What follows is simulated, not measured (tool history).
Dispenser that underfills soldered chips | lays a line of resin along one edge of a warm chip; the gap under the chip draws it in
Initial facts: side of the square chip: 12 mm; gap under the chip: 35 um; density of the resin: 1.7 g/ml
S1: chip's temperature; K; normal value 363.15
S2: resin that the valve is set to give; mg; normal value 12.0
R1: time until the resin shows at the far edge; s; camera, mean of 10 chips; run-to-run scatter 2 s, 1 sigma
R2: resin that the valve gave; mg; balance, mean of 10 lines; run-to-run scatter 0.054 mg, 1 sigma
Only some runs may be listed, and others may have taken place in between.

run 1 hour=0.0 | S1=363.15 S2=12.0 | R1=207.6 R2=11.48
run 2 hour=8.0 | S1=363.15 S2=12.0 | R1=326.3 R2=11.51
run 3 hour=14.2 | S1=363.15 S2=12.0 | R1=458.5 R2=11.46
run 4 hour=25.7 | S1=363.15 S2=12.0 | R1=360.9 R2=11.46
run 5 hour=32.0 | S1=363.15 S2=12.0 | R1=198.8 R2=11.35
run 6 hour=38.6 | S1=363.15 S2=12.0 | R1=296.2 R2=11.34
run 7 hour=44.0 | S1=365.15 S2=10.7 | R1=382.8 R2=10.12
run 8 hour=54.6 | S1=356.15 S2=11.0 | R1=372.9 R2=10.25
run 9 hour=68.2 | S1=350.15 S2=13.1 | R1=360.7 R2=12.20
run 10 hour=75.1 | S1=350.15 S2=13.1 | R1=492.5 R2=13.06

Put back what was entered between runs (5 entries, withheld): which listed runs does each sit between, and how does the hidden state differ from the listed run before to the listed run after?
In the gap between runs 3 and 4: new syringe of resin (hour 15.5)
  resin's viscosity, % of fresh resin's: 224.8 -> 176.7; dose that the valve gives, % of what is set: 95.35 -> 94.82; true chip temperature over the reading, C: -0.09 -> -0.06
  the result without the hidden state subtracted from the measured one, R1: +257.5 -> +159.7 s; R2: -0.55 -> -0.63 mg
In the gap between runs 4 and 5: new syringe of resin (hour 32.0)
  resin's viscosity, % of fresh resin's: 176.7 -> 99.4; dose that the valve gives, % of what is set: 94.82 -> 94.52; true chip temperature over the reading, C: -0.06 -> -0.05
  the result without the hidden state subtracted from the measured one, R1: +159.7 -> +1.8 s; R2: -0.63 -> -0.66 mg
In the gap between runs 7 and 8: new syringe of resin (hour 48.6)
  resin's viscosity, % of fresh resin's: 193.3 -> 138.1; dose that the valve gives, % of what is set: 93.94 -> 93.37; true chip temperature over the reading, C: -0.02 -> 0
  the result without the hidden state subtracted from the measured one, R1: +189.6 -> +109.4 s; R2: -0.65 -> -0.72 mg
In the gap between runs 8 and 9: new syringe of resin (hour 65.1)
  resin's viscosity, % of fresh resin's: 138.1 -> 116.7; dose that the valve gives, % of what is set: 93.37 -> 92.75; true chip temperature over the reading, C: 0 -> 0.04
  the result without the hidden state subtracted from the measured one, R1: +109.4 -> +55.3 s; R2: -0.72 -> -0.95 mg
In the gap between runs 9 and 10: dispensing valve cleaned and set on the balance (hour 71.8)
  resin's viscosity, % of fresh resin's: 116.7 -> 162.4; dose that the valve gives, % of what is set: 92.75 -> 99.81; true chip temperature over the reading, C: 0.04 -> 0.05
  the result without the hidden state subtracted from the measured one, R1: +55.3 -> +189.0 s; R2: -0.95 -> -0.03 mg
